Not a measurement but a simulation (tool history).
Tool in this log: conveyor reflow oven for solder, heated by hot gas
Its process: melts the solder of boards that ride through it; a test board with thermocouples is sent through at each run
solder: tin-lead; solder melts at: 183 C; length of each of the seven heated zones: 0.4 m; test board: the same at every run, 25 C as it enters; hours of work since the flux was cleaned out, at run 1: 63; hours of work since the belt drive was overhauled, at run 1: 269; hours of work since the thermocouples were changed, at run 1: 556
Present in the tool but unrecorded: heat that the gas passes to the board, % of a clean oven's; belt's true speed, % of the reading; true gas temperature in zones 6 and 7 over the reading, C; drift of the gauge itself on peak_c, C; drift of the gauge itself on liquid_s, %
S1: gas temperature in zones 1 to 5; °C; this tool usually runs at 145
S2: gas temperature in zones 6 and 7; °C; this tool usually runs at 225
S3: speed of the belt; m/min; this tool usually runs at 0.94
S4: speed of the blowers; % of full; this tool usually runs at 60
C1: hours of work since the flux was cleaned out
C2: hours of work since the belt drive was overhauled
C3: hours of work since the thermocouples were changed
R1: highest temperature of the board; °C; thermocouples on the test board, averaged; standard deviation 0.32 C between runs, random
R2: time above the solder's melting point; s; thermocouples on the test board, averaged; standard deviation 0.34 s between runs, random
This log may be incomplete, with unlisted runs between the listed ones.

run	hour	S1	S2	S3	S4	C1	C2	C3	R1	R2
1	0	145	225	0.94	60	63	269	556	208.6	34.7
2	93.9	145	225	0.94	60	133	339	627	208.1	34.7
3	138.5	145	225	0.94	60	166	372	660	208.6	34.7
4	226	145	225	0.94	60	232	438	725	208.1	34
5	313.1	133	225	0.94	60	297	503	790	205.5	29.3
6	376.2	142	225	0.94	60	344	550	837	207.4	32.7
# hour 407.9: flux residue cleaned out of gas plates and filters
7	479.1	152	225	0.94	60	53	623	910	211.8	38.6
8	577.4	152	225	0.94	60	126	696	984	211.4	38.5
9	640.5	145	225	1.085	60	174	743	1031	204.7	26.6
10	712.5	145	225	0.94	69	227	797	1084	210.3	36.7
11	757.3	145	225	0.94	55	261	830	1118	208.9	35.4
# hour 769.5: belt drive overhauled, speed set with a stopwatch
12	853.5	145	224	0.907	60	329	63	1187	209.8	37.9
# hour 907.8: flux residue cleaned out of gas plates and filters
13	948.5	145	224	0.907	60	30	130	1254	212.2	39.9
# hour 996.5: belt drive overhauled, speed set with a stopwatch, once more
14	1020.2	145	224	0.907	60	81	18	1304	210.9	36.9
15	1079.7	145	224	0.907	60	125	62	1349	210.7	36.9
# hour 1134.4: thermocouples of zones 6 and 7 changed
16	1151.2	150	224	0.907	59	177	114	13	207.6	36
17	1248.1	150	224	0.907	59	249	186	85	207.2	35.8
18	1329.3	150	224	0.907	59	310	247	145	207.3	36.4
# hour 1402.6: flux residue cleaned out of gas plates and filters
19	1414.4	157	225	0.94	58	9	307	205	210.1	39.5
20	1509.8	159	225	1.011	90	80	378	276	212.7	39
21	1608.4	145	215	0.781	60	154	451	350	204	40.3

For each run, the measured value with the value that run would have given without the tool's hidden condition subtracted. The run-to-run variation is shared by both, the gauge scatter possibly not:
run	R1	R2
1	+1.3	+1.1
2	+1.2	+1
3	+1.2	+0.9
4	+1	+0.9
5	+0.7	+0.7
6	+0.7	+0.7
7	+2.5	+2.2
8	+2.4	+2.1
9	+2	+1.8
10	+2.1	+1.9
11	+2.1	+2.1
12	+2.2	+2.5
13	+4.3	+4.2
14	+3.1	+1.9
15	+2.9	+1.9
16	-1	-0.9
17	-1.2	-1
18	-1.3	-1.2
19	+0.6	+0.7
20	+0.5	+0.6
21	+0.5	+0.7
